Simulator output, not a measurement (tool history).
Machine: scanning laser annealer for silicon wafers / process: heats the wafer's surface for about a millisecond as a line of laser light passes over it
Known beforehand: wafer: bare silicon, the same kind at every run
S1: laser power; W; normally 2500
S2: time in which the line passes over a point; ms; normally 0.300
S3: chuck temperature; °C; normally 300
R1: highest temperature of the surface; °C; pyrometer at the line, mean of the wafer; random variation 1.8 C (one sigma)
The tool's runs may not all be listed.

run   hour    S1     S2   S3    R1
  1    0.0  2500  0.300  300  1039
  2   19.1  2500  0.300  300  1035
  3   34.2  2500  0.300  300  1036
  4   60.6  2500  0.300  300  1035
  5   72.6  2500  0.300  300  1037
  6   87.5  2500  0.300  300  1035
  7  110.0  2500  0.300  300  1032
  8  130.8  2500  0.361  300  1112
     140.7  -- window over the wafer cleaned
  9  147.1  2500  0.300  300  1065
 10  166.0  2500  0.300  300  1063
 11  185.8  2500  0.300  300  1064
 12  208.1  2500  0.300  300  1059
 13  232.1  2500  0.300  300  1060
 14  246.5  2500  0.300  300  1059
 15  272.4  2500  0.300  300  1058
 16  288.9  2500  0.300  329  1084
 17  313.3  2500  0.300  329  1085
     318.5  -- laser's power meter calibrated
 18  330.3  2500  0.300  329  1084
 19  355.8  2500  0.300  329  1083
 20  376.5  2500  0.300  329  1081
 21  393.4  2500  0.300  329  1076
 22  410.6  2693  0.260  273  1033
 23  424.9  2693  0.312  263  1098
     437.3  -- laser's power meter calibrated, once more
 24  447.3  2564  0.230  263   932
 25  465.4  2578  0.289  336  1100
 26  483.8  2578  0.262  315  1035
 27  496.3  2587  0.284  299  1060
 28  521.2  2587  0.284  299  1057
     544.3  -- optics aligned, line set to its width
 29  545.0  2587  0.270  315  1063
 30  565.2  2587  0.221  315   983
 31  585.7  2289  0.300  333  1016
 32  606.8  2143  0.318  322   977
 33  618.2  2143  0.210  317   837
 34  638.9  2143  0.210  317   835
 35  651.1  2605  0.300  300  1096
 36  664.3  2605  0.300  279  1072
 37  675.5  2605  0.300  279  1073
 38  689.2  2421  0.300  281  1009
 39  714.0  2478  0.287  291  1019
 40  726.0  2243  0.365  300  1038

Table of differences, measured result less the result of that run with no hidden state. Run-to-run variation is the same in both. Gauge scatter possibly is not:
The tool's hidden condition here consists of: light that passes the window, % of a clean one's; laser's true power over the reading, %; width of the line over the set one, %; drift of the gauge itself on peak_c, C.
run   R1
  1  -39
  2  -39
  3  -40
  4  -41
  5  -42
  6  -43
  7  -44
  8  -50
  9  -13
 10  -14
 11  -15
 12  -16
 13  -18
 14  -18
 15  -20
 16  -21
 17  -22
 18  -23
 19  -24
 20  -26
 21  -26
 22  -27
 23  -31
 24  -21
 25  -25
 26  -25
 27  -27
 28  -28
 29  -14
 30  -13
 31  -15
 32  -15
 33  -13
 34  -13
 35  -21
 36  -21
 37  -22
 38  -21
 39  -22
 40  -22
